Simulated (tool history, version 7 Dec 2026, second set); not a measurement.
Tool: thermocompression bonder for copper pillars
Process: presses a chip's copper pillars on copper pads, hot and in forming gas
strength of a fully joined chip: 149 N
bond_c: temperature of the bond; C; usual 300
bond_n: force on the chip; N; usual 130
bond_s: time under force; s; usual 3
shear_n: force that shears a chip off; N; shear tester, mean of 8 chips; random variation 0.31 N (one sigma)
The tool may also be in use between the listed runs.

| run | day | bond_c | bond_n | bond_s | shear_n |
|---|---|---|---|---|---|
| 1 | 0 | 300 | 130 | 3 | 77.4 |
|  | 0.292 | forming gas filter changed |
| 2 | 0.742 | 300 | 130 | 3 | 77.9 |
| 3 | 1.442 | 300 | 130 | 3 | 77.8 |
| 4 | 1.842 | 300 | 130 | 3 | 78.2 |
| 5 | 2.671 | 300 | 130 | 3 | 77.8 |
| 6 | 3.346 | 300 | 130 | 3 | 78.1 |
| 7 | 3.779 | 300 | 130 | 3 | 78.1 |
| 8 | 4.304 | 300 | 130 | 3 | 77.8 |
| 9 | 5.138 | 300 | 130 | 3 | 78.8 |
| 10 | 5.662 | 300 | 130 | 3 | 78.6 |
| 11 | 6.042 | 300 | 130 | 5 | 92.1 |
| 12 | 6.679 | 300 | 130 | 5 | 92.3 |
| 13 | 7.121 | 300 | 130 | 5 | 92.4 |
| 14 | 7.738 | 313 | 130 | 3 | 87.8 |
| 15 | 8.55 | 292 | 86 | 8 | 81.4 |
| 16 | 9.212 | 316 | 176 | 2 | 92.6 |
| 17 | 9.833 | 322 | 172 | 5 | 120.2 |
| 18 | 10.679 | 322 | 172 | 5 | 120.5 |
| 19 | 11.308 | 322 | 172 | 5 | 120.9 |
| 20 | 11.917 | 322 | 172 | 5 | 120 |
|  | 12.121 | gauge calibrated |
| 21 | 12.608 | 296 | 94 | 3 | 61.6 |
| 22 | 13.083 | 296 | 113 | 2 | 59.2 |
| 23 | 13.929 | 296 | 113 | 2 | 59.6 |
| 24 | 14.333 | 307 | 118 | 5 | 92.9 |
| 25 | 14.85 | 307 | 118 | 5 | 92.3 |
| 26 | 15.371 | 300 | 142 | 3 | 81.7 |
| 27 | 16.079 | 322 | 178 | 4 | 114.1 |
| 28 | 16.533 | 325 | 88 | 3 | 77.9 |

5 ways to go on from here, each from the tool as it stands after run 28. What would each give?
|  | 16.762 | forming gas filter changed |
| A | 17.183 | 328 | 88 | 5 | ? |
|  | 16.762 | forming gas filter changed |
| B | 17.183 | 325 | 111 | 6 | ? |
|  | 16.762 | forming gas filter changed |
| C | 17.183 | 300 | 172 | 3 | ? |
|  | 16.762 | forming gas filter changed |
| D | 17.183 | 276 | 88 | 4 | ? |
|  | 16.762 | forming gas filter changed |
| E | 17.183 | 272 | 130 | 3 | ? |

| run | shear_n |
|---|---|
| A | 94.3 |
| B | 106.9 |
| C | 90.9 |
| D | 53.8 |
| E | 58.8 |
Without the tool's hidden state the same runs would have given:
| run | shear_n |
|---|---|
| A | 93.4 |
| B | 105.8 |
| C | 90.1 |
| D | 53.3 |
| E | 58.2 |

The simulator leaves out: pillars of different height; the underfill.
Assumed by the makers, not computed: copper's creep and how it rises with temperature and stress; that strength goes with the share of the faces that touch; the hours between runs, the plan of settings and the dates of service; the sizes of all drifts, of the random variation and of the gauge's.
